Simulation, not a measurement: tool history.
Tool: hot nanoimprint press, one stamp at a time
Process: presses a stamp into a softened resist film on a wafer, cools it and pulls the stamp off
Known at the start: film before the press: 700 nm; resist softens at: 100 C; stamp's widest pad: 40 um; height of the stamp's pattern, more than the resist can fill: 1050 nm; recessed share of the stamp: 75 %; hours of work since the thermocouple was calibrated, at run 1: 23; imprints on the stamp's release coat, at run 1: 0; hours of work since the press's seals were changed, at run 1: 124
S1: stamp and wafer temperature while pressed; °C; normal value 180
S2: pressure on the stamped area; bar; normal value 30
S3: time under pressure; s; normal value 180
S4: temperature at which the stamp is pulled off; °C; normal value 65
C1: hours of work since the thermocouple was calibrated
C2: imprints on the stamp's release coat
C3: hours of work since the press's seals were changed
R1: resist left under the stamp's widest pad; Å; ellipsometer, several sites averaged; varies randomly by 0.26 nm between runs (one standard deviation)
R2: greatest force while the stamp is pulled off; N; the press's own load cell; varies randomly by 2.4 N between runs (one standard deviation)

run	hour	S1	S2	S3	S4	C1	C2	C3	R1	R2
1	0	180	30	180	65	23	0	124	3556	133
2	55.1	180	26.3	180	65	61	269	163	3802	130
3	85.7	180	26.3	265	65	82	419	184	3377	134
4	122.8	180	26.3	265	65	108	600	210	3376	130
5	164.2	180	30	180	58	137	802	239	3550	158
6	207.4	180	30	180	58	167	1013	269	3550	157
7	233.5	180	30	180	65	185	1140	287	3547	131
8	282.6	180	30	122	65	220	1380	321	3981	132
# hour 329.7: stamp cleaned and given a new release coat
9	345.8	180	30	180	65	260	79	361	3545	131
10	386.6	180	25.3	180	65	288	279	390	3869	131
# hour 433.5: plate thermocouple calibrated
11	442.5	180	30	180	65	6	537	427	3545	134
12	499.8	180	30	180	66	46	816	467	3543	126
13	530.3	180	30	180	65	67	965	488	3546	135
14	577.6	180	30	180	65	100	1196	521	3543	130
# hour 632.4: press's hydraulic seals changed and the load cell set to zero
15	640.1	180	46.2	180	65	138	1462	5	2786	133
# hour 670.7: stamp cleaned and given a new release coat
16	697	180	46.2	180	65	174	129	41	2787	128
17	723.3	186	30	180	65	192	257	59	2968	131
18	756.5	180	31	196	65	215	419	82	3386	135
19	814.5	180	31	196	65	256	702	123	3384	130
20	841.9	180	31	196	65	275	836	142	3383	132
21	889.8	180	31	196	54	308	1070	175	3381	169
# hour 909.3: plate thermocouple calibrated
22	949.4	184	42.5	135	51	28	1346	215	2841	180
# hour 1003.5: stamp cleaned and given a new release coat
23	1003.5	181	34.9	103	58	61	0	248	3769	159
24	1046.2	181	34.9	103	58	91	208	278	3767	154
25	1073.6	181	34.9	103	58	110	342	297	3758	154
26	1127.3	181	34.9	119	58	148	604	334	3598	157
27	1181.6	181	34.9	119	58	186	869	372	3600	159
28	1215.3	191	30	180	51	209	1034	396	2562	181
29	1261.4	169	33.1	167	57	241	1259	428	4706	158

3 ways to go on from here, each from the tool as it stands after run 29. What would each give?
A	1310.7	180	30	180	64	276	1500	462	?	?
B	1310.7	187	30	180	65	276	1500	462	?	?
C	1310.7	189	33.1	167	57	276	1500	462	?	?

run	R1	R2
A	3526	137
B	2872	127
C	2626	161
Stripped of hidden state, with their random variation kept, the same runs would have yielded:
run	R1	R2
A	3552	136
B	2893	127
C	2646	160

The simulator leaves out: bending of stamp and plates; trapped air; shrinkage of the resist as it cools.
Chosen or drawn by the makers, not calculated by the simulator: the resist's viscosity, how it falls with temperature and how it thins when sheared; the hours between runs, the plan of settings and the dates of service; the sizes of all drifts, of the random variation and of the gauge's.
